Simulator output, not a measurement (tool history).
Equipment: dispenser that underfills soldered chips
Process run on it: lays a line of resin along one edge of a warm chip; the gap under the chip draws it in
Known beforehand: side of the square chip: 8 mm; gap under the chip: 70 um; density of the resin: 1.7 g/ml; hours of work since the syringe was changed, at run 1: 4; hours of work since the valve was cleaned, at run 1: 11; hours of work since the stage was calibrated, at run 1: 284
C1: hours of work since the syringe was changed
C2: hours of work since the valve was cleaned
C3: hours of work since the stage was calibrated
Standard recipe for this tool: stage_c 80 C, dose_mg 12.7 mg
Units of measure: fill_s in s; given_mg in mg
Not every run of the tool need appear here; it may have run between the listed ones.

{"run": 1, "day": 0.0, "stage_c": 80, "dose_mg": 12.7, "C1": 4, "C2": 11, "C3": 284, "fill_s": 49, "given_mg": 12.59}
{"day": 0.15, "done": "new syringe of resin"}
{"run": 2, "day": 0.325, "stage_c": 80, "dose_mg": 12.7, "C1": 3, "C2": 17, "C3": 290, "fill_s": 49.8, "given_mg": 12.43}
{"day": 0.529, "done": "new syringe of resin"}
{"run": 3, "day": 0.754, "stage_c": 80, "dose_mg": 12.7, "C1": 4, "C2": 24, "C3": 297, "fill_s": 52.3, "given_mg": 12.45}
{"day": 0.908, "done": "new syringe of resin"}
{"run": 4, "day": 1.046, "stage_c": 80, "dose_mg": 12.7, "C1": 2, "C2": 29, "C3": 302, "fill_s": 46.7, "given_mg": 12.34}
{"day": 1.271, "done": "new syringe of resin"}
{"run": 5, "day": 1.317, "stage_c": 80, "dose_mg": 12.7, "C1": 1, "C2": 33, "C3": 306, "fill_s": 44.1, "given_mg": 12.24}
{"day": 1.625, "done": "new syringe of resin"}
{"run": 6, "day": 1.671, "stage_c": 80, "dose_mg": 12.7, "C1": 1, "C2": 39, "C3": 312, "fill_s": 43.4, "given_mg": 12.12}
{"day": 1.988, "done": "new syringe of resin"}
{"run": 7, "day": 2.092, "stage_c": 80, "dose_mg": 12.7, "C1": 2, "C2": 46, "C3": 319, "fill_s": 45.7, "given_mg": 12.16}
{"day": 2.371, "done": "new syringe of resin"}
{"run": 8, "day": 2.479, "stage_c": 80, "dose_mg": 12.7, "C1": 2, "C2": 53, "C3": 326, "fill_s": 45.4, "given_mg": 12.03}
{"day": 2.762, "done": "new syringe of resin"}
{"run": 9, "day": 2.812, "stage_c": 80, "dose_mg": 12.7, "C1": 1, "C2": 58, "C3": 331, "fill_s": 41.9, "given_mg": 12.12}
{"run": 10, "day": 3.025, "stage_c": 80, "dose_mg": 12.7, "C1": 5, "C2": 62, "C3": 335, "fill_s": 54.7, "given_mg": 11.9}
{"day": 3.117, "done": "new syringe of resin"}
{"run": 11, "day": 3.4, "stage_c": 80, "dose_mg": 12.7, "C1": 5, "C2": 68, "C3": 341, "fill_s": 56.5, "given_mg": 11.76}
{"day": 3.479, "done": "new syringe of resin"}
{"run": 12, "day": 3.767, "stage_c": 80, "dose_mg": 12.7, "C1": 5, "C2": 75, "C3": 348, "fill_s": 57.4, "given_mg": 11.72}
{"day": 3.842, "done": "new syringe of resin"}
{"day": 4.208, "done": "new syringe of resin"}
{"run": 13, "day": 4.208, "stage_c": 80, "dose_mg": 12.7, "C1": 0, "C2": 82, "C3": 355, "fill_s": 41.4, "given_mg": 11.62}
{"day": 4.533, "done": "dispensing valve cleaned and set on the balance"}
{"day": 4.621, "done": "new syringe of resin"}
{"run": 14, "day": 4.629, "stage_c": 80, "dose_mg": 12.7, "C1": 0, "C2": 1, "C3": 361, "fill_s": 40.7, "given_mg": 12.54}
{"run": 15, "day": 4.842, "stage_c": 80, "dose_mg": 12.7, "C1": 4, "C2": 5, "C3": 365, "fill_s": 52.5, "given_mg": 12.64}
{"day": 5.008, "done": "new syringe of resin"}
{"run": 16, "day": 5.229, "stage_c": 80, "dose_mg": 12.7, "C1": 4, "C2": 12, "C3": 371, "fill_s": 52.4, "given_mg": 12.61}
{"day": 5.379, "done": "new syringe of resin"}
{"run": 17, "day": 5.608, "stage_c": 72, "dose_mg": 12.7, "C1": 4, "C2": 18, "C3": 378, "fill_s": 72.6, "given_mg": 12.56}
{"day": 5.738, "done": "new syringe of resin"}
{"run": 18, "day": 5.95, "stage_c": 72, "dose_mg": 12.7, "C1": 4, "C2": 24, "C3": 384, "fill_s": 71.2, "given_mg": 12.43}
{"day": 6.1, "done": "new syringe of resin"}
{"run": 19, "day": 6.275, "stage_c": 66, "dose_mg": 12.7, "C1": 3, "C2": 29, "C3": 389, "fill_s": 90.3, "given_mg": 12.32}
{"day": 6.475, "done": "new syringe of resin"}
{"run": 20, "day": 6.608, "stage_c": 70, "dose_mg": 11.7, "C1": 2, "C2": 35, "C3": 395, "fill_s": 74.1, "given_mg": 11.12}
{"run": 21, "day": 6.792, "stage_c": 70, "dose_mg": 16.3, "C1": 6, "C2": 38, "C3": 398, "fill_s": 87.7, "given_mg": 15.67}
{"day": 6.842, "done": "new syringe of resin"}
{"run": 22, "day": 7.117, "stage_c": 67, "dose_mg": 14, "C1": 5, "C2": 43, "C3": 403, "fill_s": 97.2, "given_mg": 13.46}
{"day": 7.196, "done": "new syringe of resin"}
{"run": 23, "day": 7.512, "stage_c": 67, "dose_mg": 14, "C1": 5, "C2": 50, "C3": 410, "fill_s": 101, "given_mg": 13.17}
{"day": 7.558, "done": "new syringe of resin"}
{"run": 24, "day": 7.804, "stage_c": 71, "dose_mg": 12.3, "C1": 4, "C2": 55, "C3": 415, "fill_s": 80.6, "given_mg": 11.57}
{"day": 7.929, "done": "new syringe of resin"}
{"run": 25, "day": 8.017, "stage_c": 79, "dose_mg": 12, "C1": 2, "C2": 58, "C3": 418, "fill_s": 47.9, "given_mg": 11.36}
{"day": 8.283, "done": "new syringe of resin"}
{"run": 26, "day": 8.321, "stage_c": 89, "dose_mg": 12.4, "C1": 1, "C2": 64, "C3": 423, "fill_s": 29.7, "given_mg": 11.61}
{"run": 27, "day": 8.533, "stage_c": 94, "dose_mg": 15.7, "C1": 4, "C2": 67, "C3": 427, "fill_s": 30.1, "given_mg": 14.67}
{"day": 8.675, "done": "new syringe of resin"}
{"run": 28, "day": 8.983, "stage_c": 94, "dose_mg": 15.7, "C1": 5, "C2": 75, "C3": 435, "fill_s": 33.1, "given_mg": 14.53}
{"day": 9.033, "done": "new syringe of resin"}
{"run": 29, "day": 9.35, "stage_c": 67, "dose_mg": 13.9, "C1": 5, "C2": 81, "C3": 441, "fill_s": 105.6, "given_mg": 12.86}
{"day": 9.396, "done": "new syringe of resin"}
{"run": 30, "day": 9.596, "stage_c": 84, "dose_mg": 16.3, "C1": 3, "C2": 85, "C3": 445, "fill_s": 43.3, "given_mg": 14.9}
{"day": 9.746, "done": "dispensing valve cleaned and set on the balance"}
{"day": 9.829, "done": "new syringe of resin"}
{"run": 31, "day": 10.088, "stage_c": 80, "dose_mg": 12.3, "C1": 4, "C2": 6, "C3": 453, "fill_s": 54.7, "given_mg": 12.2}
{"day": 10.2, "done": "new syringe of resin"}
{"run": 32, "day": 10.442, "stage_c": 80, "dose_mg": 16.4, "C1": 4, "C2": 12, "C3": 459, "fill_s": 55.9, "given_mg": 16.2}
{"day": 10.562, "done": "new syringe of resin"}
{"run": 33, "day": 10.871, "stage_c": 80, "dose_mg": 16.4, "C1": 5, "C2": 19, "C3": 466, "fill_s": 57.8, "given_mg": 16.19}
{"day": 10.933, "done": "new syringe of resin"}
{"run": 34, "day": 11.142, "stage_c": 80, "dose_mg": 14.2, "C1": 4, "C2": 23, "C3": 470, "fill_s": 51.1, "given_mg": 13.98}
{"day": 11.321, "done": "new syringe of resin"}
{"run": 35, "day": 11.538, "stage_c": 80, "dose_mg": 12.5, "C1": 4, "C2": 30, "C3": 477, "fill_s": 52.9, "given_mg": 12.08}

Forecast each of these 3 alternatives for the next run:
{"day": 11.708, "done": "new syringe of resin"}
{"run": "A", "day": 11.821, "stage_c": 80, "dose_mg": 12.6, "C1": 2, "C2": 35, "C3": 482, "fill_s": "?", "given_mg": "?"}
{"day": 11.708, "done": "new syringe of resin"}
{"run": "B", "day": 11.821, "stage_c": 81, "dose_mg": 11, "C1": 2, "C2": 35, "C3": 482, "fill_s": "?", "given_mg": "?"}
{"day": 11.708, "done": "new syringe of resin"}
{"run": "C", "day": 11.821, "stage_c": 80, "dose_mg": 12.5, "C1": 2, "C2": 35, "C3": 482, "fill_s": "?", "given_mg": "?"}

run=A fill_s=46.9 given_mg=12.09
run=B fill_s=47.1 given_mg=10.69
run=C fill_s=49.7 given_mg=11.98
With the hidden condition removed and each run's random variation left untouched, the same runs would have given:
run=A fill_s=37.8 given_mg=12.52
run=B fill_s=37.9 given_mg=11.07
run=C fill_s=40.3 given_mg=12.42
